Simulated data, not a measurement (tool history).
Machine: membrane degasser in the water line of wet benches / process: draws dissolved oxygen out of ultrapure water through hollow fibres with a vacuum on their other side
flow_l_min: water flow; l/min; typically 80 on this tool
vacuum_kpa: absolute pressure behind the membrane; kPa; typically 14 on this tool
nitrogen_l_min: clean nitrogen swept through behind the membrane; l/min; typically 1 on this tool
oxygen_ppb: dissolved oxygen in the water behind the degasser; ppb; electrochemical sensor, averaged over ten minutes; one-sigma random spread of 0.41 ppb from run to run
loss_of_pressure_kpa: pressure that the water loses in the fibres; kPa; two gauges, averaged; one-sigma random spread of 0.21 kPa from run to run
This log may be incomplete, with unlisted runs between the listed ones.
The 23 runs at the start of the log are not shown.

Run 24, hour 2184.3: usual settings but flow_l_min 53 l/min, nitrogen_l_min 0.57 l/min. Result: oxygen_ppb 1412 ppb, loss_of_pressure_kpa 33.31 kPa.
Run 25, hour 2293.3: usual settings but flow_l_min 53 l/min, nitrogen_l_min 0.57 l/min. Result: oxygen_ppb 1414.6 ppb, loss_of_pressure_kpa 33.08 kPa.
Run 26, hour 2375.8: usual settings but flow_l_min 65 l/min, vacuum_kpa 14.4 kPa. Result: oxygen_ppb 1169.5 ppb, loss_of_pressure_kpa 41.07 kPa.
Run 27, hour 2457.5: usual settings but flow_l_min 85 l/min, vacuum_kpa 29.1 kPa, nitrogen_l_min 1.22 l/min. Result: oxygen_ppb 2458.7 ppb, loss_of_pressure_kpa 53.4 kPa.
Run 28, hour 2520: usual settings but vacuum_kpa 9.1 kPa, nitrogen_l_min 0.52 l/min. Result: oxygen_ppb 1087.6 ppb, loss_of_pressure_kpa 50.24 kPa.
Run 29, hour 2634.9: usual settings but vacuum_kpa 18.6 kPa. Result: oxygen_ppb 1763.5 ppb, loss_of_pressure_kpa 50.2 kPa.
Run 30, hour 2728: usual settings but vacuum_kpa 18.6 kPa. Result: oxygen_ppb 1766.6 ppb, loss_of_pressure_kpa 50.46 kPa.
Run 31, hour 2828.4: usual settings but flow_l_min 62 l/min, vacuum_kpa 18.6 kPa, nitrogen_l_min 1.16 l/min. Result: oxygen_ppb 1365.2 ppb, loss_of_pressure_kpa 39.1 kPa.

Each row is a separate what-if for the run after 31, all from the same tool condition, not one after another. Results?
Run A, hour 2890.6: usual settings but flow_l_min 74 l/min, vacuum_kpa 17.2 kPa, nitrogen_l_min 2.8 l/min. Result: oxygen_ppb ?, loss_of_pressure_kpa ?.
Run B, hour 2890.6: usual settings but flow_l_min 110 l/min, vacuum_kpa 27.6 kPa, nitrogen_l_min 2.75 l/min. Result: oxygen_ppb ?, loss_of_pressure_kpa ?.
Run C, hour 2890.6: usual settings but flow_l_min 76 l/min, vacuum_kpa 18.6 kPa, nitrogen_l_min 1.82 l/min. Result: oxygen_ppb ?, loss_of_pressure_kpa ?.
Run D, hour 2890.6: usual settings but flow_l_min 116 l/min, vacuum_kpa 9.4 kPa, nitrogen_l_min 2.25 l/min. Result: oxygen_ppb ?, loss_of_pressure_kpa ?.
Run E, hour 2890.6: usual settings but flow_l_min 62 l/min, vacuum_kpa 13.1 kPa, nitrogen_l_min 0.52 l/min. Result: oxygen_ppb ?, loss_of_pressure_kpa ?.

run  oxygen_ppb  loss_of_pressure_kpa
  A       747.7                 46.79
  B      1675.9                 69.24
  C      1151.9                 47.55
  D       617.6                 72.78
  E      1519.4                 38.68
Stripped of hidden state, with their random variation kept, the same runs would have yielded:
run  oxygen_ppb  loss_of_pressure_kpa
  A       737.6                 46.78
  B      1653.4                 69.22
  C      1136.4                 47.54
  D       609.2                 72.75
  E        1499                 38.67
